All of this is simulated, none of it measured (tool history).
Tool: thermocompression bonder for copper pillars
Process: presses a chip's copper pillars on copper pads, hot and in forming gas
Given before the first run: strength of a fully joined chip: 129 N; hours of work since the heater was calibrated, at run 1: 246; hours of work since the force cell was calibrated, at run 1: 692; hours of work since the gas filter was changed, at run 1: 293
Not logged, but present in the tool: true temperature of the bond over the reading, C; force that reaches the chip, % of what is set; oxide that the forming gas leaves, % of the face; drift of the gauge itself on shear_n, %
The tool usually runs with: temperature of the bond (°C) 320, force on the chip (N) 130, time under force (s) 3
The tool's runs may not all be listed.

run,day,temperature of the bond (°C),force on the chip (N),time under force (s),hours of work since the heater was calibrated,hours of work since the force cell was calibrated,hours of work since the gas filter was changed,force that shears a chip off (N)
1,0,320,130,3,246,692,293,74.7
2,0.929,320,108,3,257,703,304,62.9
3,1.804,320,108,3,267,714,315,61.4
4,3.121,320,128,3,283,729,331,73.9
5,4.154,320,128,3,295,742,343,71.6
6,5.921,349,128,3,316,763,364,85.4
7,6.917,320,130,2,328,775,376,64.5
8,8.096,320,130,2,342,789,390,63.7
# day 8.921: forming gas filter changed
9,9.675,320,130,2,361,808,9,72.1
10,11.317,320,130,7,381,827,29,101.9
11,12.312,320,88,3,392,839,41,54
12,13.542,301,88,3,407,854,55,46.2
13,14.517,301,88,3,419,865,67,45.2
14,15.679,320,130,3,433,879,81,78.6
15,16.529,320,130,3,443,889,91,78.9
16,17.338,296,137,2,453,899,101,62
17,18.871,304,128,3,471,917,119,69.3
18,20.425,293,108,3,489,936,138,53.1
19,21.762,302,130,2,505,952,153,59.9
20,22.517,291,127,5,514,961,162,71.3
21,23.483,320,96,2,526,973,174,49.3
22,24.992,308,113,3,544,991,192,61.7
23,26.733,308,117,3,565,1011,213,63.5
24,28.304,308,117,3,584,1030,232,62.4
25,30.083,308,117,8,605,1051,253,84.8
26,30.975,304,89,8,615,1062,264,63.7
27,32.596,301,188,2,635,1081,283,79.5
28,34.038,294,112,2,652,1099,300,45

Predict each of these 3 candidate next runs independently; none follows another, all start after run 28:
A,35.5,334,115,5,670,1116,318,?
B,35.5,294,83,3,670,1116,318,?
C,35.5,320,130,3,670,1116,318,?

run,force that shears a chip off (N)
A,86.6
B,37.3
C,74.9
Stripped of hidden state, with their random variation kept, the same runs would have yielded:
run,force that shears a chip off (N)
A,94.7
B,40.2
C,81.6

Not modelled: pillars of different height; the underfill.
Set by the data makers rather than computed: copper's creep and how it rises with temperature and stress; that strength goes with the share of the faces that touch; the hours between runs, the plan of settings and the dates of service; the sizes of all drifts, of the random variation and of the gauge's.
